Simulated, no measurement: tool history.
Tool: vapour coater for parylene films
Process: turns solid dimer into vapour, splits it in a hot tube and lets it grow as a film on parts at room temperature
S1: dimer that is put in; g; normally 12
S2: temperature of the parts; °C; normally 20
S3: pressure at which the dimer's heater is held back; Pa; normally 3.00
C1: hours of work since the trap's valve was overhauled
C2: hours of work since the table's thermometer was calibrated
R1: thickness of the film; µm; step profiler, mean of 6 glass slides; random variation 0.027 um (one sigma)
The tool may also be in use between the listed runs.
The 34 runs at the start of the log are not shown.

run 35 day=24.392 | S1=14 S2=20 S3=2.49 | C1=112 C2=14 | R1=2.68
run 36 day=25.079 | S1=14 S2=20 S3=2.49 | C1=122 C2=24 | R1=2.69
run 37 day=26.096 | S1=14 S2=20 S3=2.49 | C1=137 C2=39 | R1=2.60
run 38 day=27.088 | S1=8 S2=13 S3=7.08 | C1=151 C2=53 | R1=1.74
run 39 day=27.517 | S1=10 S2=20 S3=3.00 | C1=157 C2=59 | R1=1.83
run 40 day=27.942 | S1=20 S2=20 S3=3.00 | C1=163 C2=65 | R1=3.57
run 41 day=28.583 | S1=17 S2=23 S3=3.00 | C1=172 C2=74 | R1=2.79
run 42 day=29.383 | S1=12 S2=20 S3=2.02 | C1=184 C2=85 | R1=2.32
run 43 day=30.071 | S1=17 S2=20 S3=4.09 | C1=193 C2=95 | R1=2.91
run 44 day=30.775 | S1=9 S2=20 S3=3.00 | C1=203 C2=105 | R1=1.59
run 45 day=31.704 | S1=8 S2=24 S3=3.00 | C1=217 C2=119 | R1=1.22
run 46 day=32.258 | S1=13 S2=20 S3=3.00 | C1=225 C2=126 | R1=2.34
run 47 day=33.012 | S1=9 S2=25 S3=8.99 | C1=235 C2=137 | R1=1.09

Below are 3 alternative next runs, each starting from the tool's condition after run 47. Predict each:
run A day=33.825 | S1=16 S2=20 S3=7.81 | C1=247 C2=149 | R1=?
run B day=33.825 | S1=11 S2=17 S3=3.56 | C1=247 C2=149 | R1=?
run C day=33.825 | S1=12 S2=32 S3=4.52 | C1=247 C2=149 | R1=?

run=A R1=2.48
run=B R1=2.15
run=C R1=1.19
Without the tool's hidden state the same runs would have given:
run=A R1=2.72
run=B R1=2.36
run=C R1=1.31
